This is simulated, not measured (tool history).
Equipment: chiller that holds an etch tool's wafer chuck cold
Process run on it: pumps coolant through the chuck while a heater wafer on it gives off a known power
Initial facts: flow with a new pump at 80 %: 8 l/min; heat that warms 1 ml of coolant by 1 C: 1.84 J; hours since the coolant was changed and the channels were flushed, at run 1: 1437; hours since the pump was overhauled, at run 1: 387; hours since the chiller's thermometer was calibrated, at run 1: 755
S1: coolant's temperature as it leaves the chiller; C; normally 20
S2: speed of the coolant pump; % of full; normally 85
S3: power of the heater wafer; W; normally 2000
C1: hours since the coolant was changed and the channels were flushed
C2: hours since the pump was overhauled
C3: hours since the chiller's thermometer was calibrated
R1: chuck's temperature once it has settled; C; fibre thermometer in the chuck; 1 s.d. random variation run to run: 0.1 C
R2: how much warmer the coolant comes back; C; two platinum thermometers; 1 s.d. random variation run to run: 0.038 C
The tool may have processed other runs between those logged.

run	hour	S1	S2	S3	C1	C2	C3	R1	R2
1	0.0	20	85	2000	1437	387	755	36.4	7.72
2	70.6	28	85	2000	1508	457	826	44.5	7.69
3	120.0	28	85	2000	1557	507	875	44.1	7.73
4	184.2	28	85	2000	1621	571	940	44.6	7.80
5	246.9	28	85	2000	1684	634	1002	44.5	7.69
6	299.5	28	85	2000	1736	686	1055	44.4	7.70
7	359.0	28	85	2000	1796	746	1114	44.3	7.70
8	388.9	20	72	2000	1826	775	1144	39.1	9.29
9	454.3	20	85	2000	1891	841	1210	36.5	7.83
10	501.2	20	85	2000	1938	888	1257	36.4	7.79
11	556.3	20	85	2000	1993	943	1312	36.5	7.82
12	623.0	20	85	2000	2060	1010	1378	36.3	7.74
13	655.2	15	85	2000	2092	1042	1411	31.5	7.69
14	700.3	15	85	2000	2137	1087	1456	31.8	7.85
15	766.4	15	85	2000	2203	1153	1522	31.7	7.80
16	826.3	15	85	2000	2263	1213	1582	31.6	7.84
17	855.6	15	65	2000	2293	1242	1611	36.2	10.42
18	907.4	13	95	1833	2344	1294	1663	27.0	6.37
19	938.5	13	95	1833	2375	1325	1694	26.7	6.29
20	978.4	13	95	1833	2415	1365	1734	26.7	6.42
21	1026.4	13	95	1833	2463	1413	1782	27.1	6.41
22	1098.7	12	85	2000	2536	1485	1854	28.6	7.81
23	1163.8	14	85	1753	2601	1550	1919	28.7	6.92
24	1211.0	16	85	2000	2648	1598	1966	32.6	7.81
25	1277.3	28	76	2969	2714	1664	2033	55.4	13.22
26	1309.8	20	85	1355	2747	1696	2065	31.5	5.31
27	1378.6	28	65	1297	2816	1765	2134	41.9	6.79
28	1445.4	24	82	1774	2882	1832	2201	39.4	7.27
29	1486.4	30	73	1520	2923	1873	2242	44.9	7.04
30	1536.0	23	85	2000	2973	1923	2291	39.9	7.94
31	1580.6	30	85	1362	3018	1967	2336	41.5	5.39
32	1649.8	30	85	1362	3087	2036	2405	41.4	5.43

Measured less the same run without the tool's hidden state. The same run-to-run variation is in both; the gauge's scatter may not be:
Unlogged tool condition in this case: heat passed by the chuck's channels, % of clean ones'; flow at a given pump speed, % of a new pump's; coolant's true temperature over the reading, C; drift of the gauge itself on chuck_c, C; drift of the gauge itself on warmer_back_c, C.
run	R1	R2
1	+0.3	+0.05
2	+0.3	+0.07
3	+0.3	+0.08
4	+0.4	+0.09
5	+0.4	+0.09
6	+0.4	+0.10
7	+0.5	+0.11
8	+0.5	+0.13
9	+0.5	+0.12
10	+0.5	+0.13
11	+0.6	+0.13
12	+0.5	+0.14
13	+0.5	+0.14
14	+0.6	+0.15
15	+0.6	+0.16
16	+0.7	+0.17
17	+0.9	+0.24
18	+0.6	+0.15
19	+0.6	+0.15
20	+0.5	+0.15
21	+0.6	+0.16
22	+0.7	+0.21
23	+0.7	+0.20
24	+0.8	+0.22
25	+1.4	+0.40
26	+0.6	+0.16
27	+0.7	+0.22
28	+0.8	+0.24
29	+0.8	+0.24
30	+0.9	+0.28
31	+0.7	+0.19
32	+0.7	+0.20

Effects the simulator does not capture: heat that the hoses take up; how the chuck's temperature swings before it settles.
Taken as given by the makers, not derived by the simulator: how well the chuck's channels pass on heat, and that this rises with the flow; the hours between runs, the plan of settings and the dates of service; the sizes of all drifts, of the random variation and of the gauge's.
